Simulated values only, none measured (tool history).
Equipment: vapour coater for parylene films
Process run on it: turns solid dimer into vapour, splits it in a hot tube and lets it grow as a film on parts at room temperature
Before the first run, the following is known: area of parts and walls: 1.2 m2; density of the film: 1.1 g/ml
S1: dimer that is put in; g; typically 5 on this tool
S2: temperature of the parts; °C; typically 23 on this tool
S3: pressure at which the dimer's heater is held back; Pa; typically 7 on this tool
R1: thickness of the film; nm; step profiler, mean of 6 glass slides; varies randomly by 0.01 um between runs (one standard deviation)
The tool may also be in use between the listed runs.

run,hour,S1,S2,S3,R1
1,0,5,23,7,2170
2,12.8,5,23,7,2170
3,37,5,23,7,2160
4,52.7,5,23,7,2150
5,65.7,5,23,7,2140
6,79.7,6,19,7,3080
# hour 97.7: trap's valve overhauled
7,102.2,6,19,7,3220
8,116.8,6,19,7,3190
9,137.9,6,19,7,3190
10,161.1,5,34,7,1390

Below, some changes in R1 between adjacent runs. For each, the amount present without the hidden state too (settings, incoming material, random variation) and the amount remaining for the hidden state with gauge scatter not shared by both compared results:
Hidden state at play: vapour lost through the trap's worn valve, %; true temperature of the parts over the reading, C; drift of the gauge itself on film_um, %.
Run 6 -> 7: trap's valve overhauled. R1 +140 nm: hidden state +140, all else +0.
Run 9 -> 10: S1 6 -> 5, S2 19 -> 34. R1 -1800 nm: hidden state +40, all else -1840.

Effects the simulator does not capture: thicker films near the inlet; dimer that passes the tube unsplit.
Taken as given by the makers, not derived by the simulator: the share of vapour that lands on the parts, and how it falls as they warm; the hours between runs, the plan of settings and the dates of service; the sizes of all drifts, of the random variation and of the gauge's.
